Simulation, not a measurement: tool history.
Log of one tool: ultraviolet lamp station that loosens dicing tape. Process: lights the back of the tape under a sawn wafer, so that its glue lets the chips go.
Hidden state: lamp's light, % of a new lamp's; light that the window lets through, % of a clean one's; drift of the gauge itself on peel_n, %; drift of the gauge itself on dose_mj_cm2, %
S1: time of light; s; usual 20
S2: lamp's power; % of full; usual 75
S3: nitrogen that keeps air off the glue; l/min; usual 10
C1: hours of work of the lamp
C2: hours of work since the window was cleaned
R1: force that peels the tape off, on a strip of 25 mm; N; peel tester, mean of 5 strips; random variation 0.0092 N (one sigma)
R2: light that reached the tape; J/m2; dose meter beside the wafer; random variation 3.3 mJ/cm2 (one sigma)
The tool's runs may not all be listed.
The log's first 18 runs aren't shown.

run	day	S1	S2	S3	C1	C2	R1	R2
19	38.342	20	75	10	517	316	0.673	3770
# day 38.717: window cleaned of glue's vapour
20	40.167	20	75	10	541	19	0.514	4460
21	43.154	20	75	10	581	59	0.550	4360
22	45.579	25	75	4	614	92	0.748	5290
23	47.825	40	75	18	644	122	0.139	8390
24	49.954	40	75	18	672	150	0.141	7990
25	51.812	25	75	6	697	175	0.621	4900
26	54.038	11	84	15	727	205	1.106	2340
27	56.100	11	84	15	754	232	1.076	2280
28	59.150	11	84	15	795	273	1.126	2210
29	62.058	11	84	15	834	312	1.225	2120
# day 62.758: window cleaned of glue's vapour
30	64.250	11	84	15	863	20	0.995	2520
31	65.900	23	80	19	885	42	0.289	4850
32	68.588	20	75	13	921	78	0.563	3860
33	71.671	20	90	4	962	119	0.922	4410
34	73.700	18	83	10	990	146	0.757	3590
35	76.100	14	65	10	1022	178	1.387	2200
36	77.738	24	77	9	1044	200	0.597	4270
37	80.821	24	77	9	1085	242	0.638	4070
38	83.938	12	71	8	1126	283	1.762	1810
39	85.742	19	69	4	1151	307	1.524	2750
# day 86.908: window cleaned of glue's vapour
# day 87.108: lamp changed
40	88.621	19	97	8	20	22	0.325	6170
41	91.108	27	69	3	53	56	0.729	6140
42	93.004	40	98	10	79	81	0.110	12380

Forecast each of these 4 alternatives for the next run:
A	94.912	20	75	3	104	107	?	?
B	94.912	38	98	3	104	107	?	?
C	94.912	18	64	17	104	107	?	?
D	94.912	24	75	10	104	107	?	?

run	R1	R2
A	1.018	4710
B	0.223	11670
C	0.525	3580
D	0.344	5640
Without the tool's hidden state the same runs would have given:
run	R1	R2
A	0.883	5250
B	0.187	13000
C	0.433	3990
D	0.282	6290

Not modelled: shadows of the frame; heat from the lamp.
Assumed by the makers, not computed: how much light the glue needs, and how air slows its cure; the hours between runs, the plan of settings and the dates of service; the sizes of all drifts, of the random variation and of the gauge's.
